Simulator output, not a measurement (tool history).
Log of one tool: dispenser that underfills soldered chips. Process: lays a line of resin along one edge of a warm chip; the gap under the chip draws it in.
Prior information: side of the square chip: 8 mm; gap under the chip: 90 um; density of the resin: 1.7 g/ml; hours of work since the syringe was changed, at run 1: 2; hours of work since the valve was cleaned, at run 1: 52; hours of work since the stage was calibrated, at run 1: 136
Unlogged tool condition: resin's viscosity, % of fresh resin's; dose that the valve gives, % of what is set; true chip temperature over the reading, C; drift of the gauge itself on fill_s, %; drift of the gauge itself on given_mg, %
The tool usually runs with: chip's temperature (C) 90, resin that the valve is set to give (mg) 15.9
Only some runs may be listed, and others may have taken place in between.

run,day,chip's temperature (C),resin that the valve is set to give (mg),hours of work since the syringe was changed,hours of work since the valve was cleaned,hours of work since the stage was calibrated,time until the resin shows at the far edge (s),resin that the valve gave (mg)
1,0.000,90,15.9,2,52,136,38.9,15.22
2,0.179,90,15.9,5,55,139,47.9,15.20
# day 0.238: new syringe of resin
3,0.346,90,15.9,2,57,142,39.7,15.16
# day 0.571: new syringe of resin
4,0.638,90,15.9,1,62,146,38.0,15.07
5,0.750,90,16.9,3,64,148,42.2,15.95
# day 0.900: new syringe of resin
6,1.033,90,16.9,2,68,153,39.6,15.84
# day 1.242: new syringe of resin
7,1.321,90,16.9,1,73,157,38.4,15.67
8,1.521,90,14.5,5,76,160,50.6,13.50
# day 1.575: new syringe of resin
9,1.738,90,14.5,3,79,164,42.3,13.41
# day 1.925: new syringe of resin
10,2.021,90,14.5,2,84,168,40.7,13.43
11,2.188,88,15.9,4,86,171,50.4,14.70
# day 2.262: new syringe of resin
12,2.408,90,15.9,2,90,174,41.4,14.58
13,2.538,90,15.9,5,92,176,48.3,14.69
# day 2.596: new syringe of resin
14,2.825,90,15.9,4,96,181,44.1,14.44
# day 2.942: new syringe of resin
15,2.996,102,15.9,1,99,183,20.9,14.48
16,3.146,92,15.9,3,101,186,40.4,14.45
# day 3.279: new syringe of resin
17,3.279,92,15.9,0,103,188,32.2,14.30
18,3.421,92,15.9,2,106,190,37.3,14.38
# day 3.604: new syringe of resin
19,3.604,76,18.6,0,108,193,70.0,16.71
20,3.800,79,14.9,3,112,196,73.9,13.37
# day 3.950: new syringe of resin
21,3.954,94,15.0,0,114,198,29.6,13.63
22,4.100,94,17.7,2,116,201,32.9,15.61
# day 4.288: new syringe of resin
23,4.383,94,17.7,2,121,205,32.4,15.82
24,4.546,93,19.4,4,123,208,39.5,17.17
# day 4.625: new syringe of resin
25,4.704,93,18.7,1,126,210,33.0,16.62
26,4.917,77,15.1,5,129,214,91.1,13.36
# day 4.958: new syringe of resin
# day 5.000: dispensing valve cleaned and set on the balance
27,5.146,94,20.2,2,2,217,33.0,20.18
28,5.288,93,13.9,5,5,219,41.4,13.95
# day 5.333: new syringe of resin
29,5.521,95,18.6,3,8,223,32.2,18.49
# day 5.671: new syringe of resin
30,5.679,101,18.6,0,11,225,20.6,18.42
31,5.900,99,13.9,4,14,229,28.8,13.74
# day 6.012: new syringe of resin
32,6.025,99,13.9,0,16,230,23.0,13.77
33,6.204,86,16.6,3,19,233,50.9,16.36
# day 6.358: new syringe of resin
34,6.438,101,15.7,1,23,237,22.6,15.31

4 ways to go on from here, each from the tool as it stands after run 34. What would each give?
A,6.654,84,14.1,5,26,241,?,?
B,6.654,86,14.5,5,26,241,?,?
C,6.654,98,13.9,5,26,241,?,?
D,6.654,104,16.7,5,26,241,?,?

run,time until the resin shows at the far edge (s),resin that the valve gave (mg)
A,66.0,13.92
B,59.0,14.19
C,33.2,13.62
D,24.8,16.28
Without the tool's unlogged condition, the same runs would have read:
run,time until the resin shows at the far edge (s),resin that the valve gave (mg)
A,50.6,14.25
B,45.2,14.53
C,25.3,13.94
D,18.8,16.66

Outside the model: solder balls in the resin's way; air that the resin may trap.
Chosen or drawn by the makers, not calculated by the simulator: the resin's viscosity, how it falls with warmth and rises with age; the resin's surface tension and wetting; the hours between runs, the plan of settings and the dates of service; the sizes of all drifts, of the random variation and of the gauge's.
